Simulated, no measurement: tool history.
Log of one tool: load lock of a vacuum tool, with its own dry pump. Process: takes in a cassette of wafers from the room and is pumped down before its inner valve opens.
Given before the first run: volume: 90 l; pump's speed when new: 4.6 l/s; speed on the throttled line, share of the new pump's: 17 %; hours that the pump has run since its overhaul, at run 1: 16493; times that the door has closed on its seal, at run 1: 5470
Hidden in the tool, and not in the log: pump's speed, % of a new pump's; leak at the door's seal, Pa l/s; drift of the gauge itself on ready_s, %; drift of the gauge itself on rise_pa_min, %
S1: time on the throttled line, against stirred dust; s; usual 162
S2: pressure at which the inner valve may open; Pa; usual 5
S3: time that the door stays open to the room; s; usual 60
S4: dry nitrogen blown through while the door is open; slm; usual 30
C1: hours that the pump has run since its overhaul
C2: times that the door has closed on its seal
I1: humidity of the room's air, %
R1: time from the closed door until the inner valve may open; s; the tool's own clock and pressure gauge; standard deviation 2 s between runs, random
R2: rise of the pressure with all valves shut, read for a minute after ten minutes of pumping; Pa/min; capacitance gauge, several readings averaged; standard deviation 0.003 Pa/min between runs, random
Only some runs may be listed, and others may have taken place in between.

run,hour,S1,S2,S3,S4,C1,C2,I1,R1,R2
1,0,162,5,60,30,16493,5470,48,363.3,0.018
2,96.1,162,5,60,30,16589,5607,46.8,360.3,0.025
3,184.9,162,5,60,30,16678,5734,43.5,360.3,0.028
4,252,162,5,60,30,16745,5829,45.8,362.8,0.023
5,305.7,162,5,60,30,16799,5906,47.6,360.1,0.023
6,348.6,162,5,60,30,16842,5967,41.3,364.5,0.028
7,434,263,8,60,9,16927,6089,41.9,434.5,0.033
8,482.9,232,7,42,17,16976,6159,46.6,413.2,0.026
9,576.9,184,5,60,40,17070,6293,46.2,377.5,0.024
10,656.9,184,5,42,10,17150,6407,43.3,380.4,0.033
11,746.8,242,4,60,30,17240,6535,45.6,429.8,0.029

Selected run-to-run steps in R1, each split into two signed amounts: the part the tool would show with no hidden state at all (from settings, incoming material and random variation), and the remainder, which goes to the hidden state together with any gauge scatter not common to the measured and the hidden-state-free results:
Run 6 -> 7: S1 162 -> 263, S2 5 -> 8, S4 30 -> 9. R1 +70 s: hidden state -5, all else +75.

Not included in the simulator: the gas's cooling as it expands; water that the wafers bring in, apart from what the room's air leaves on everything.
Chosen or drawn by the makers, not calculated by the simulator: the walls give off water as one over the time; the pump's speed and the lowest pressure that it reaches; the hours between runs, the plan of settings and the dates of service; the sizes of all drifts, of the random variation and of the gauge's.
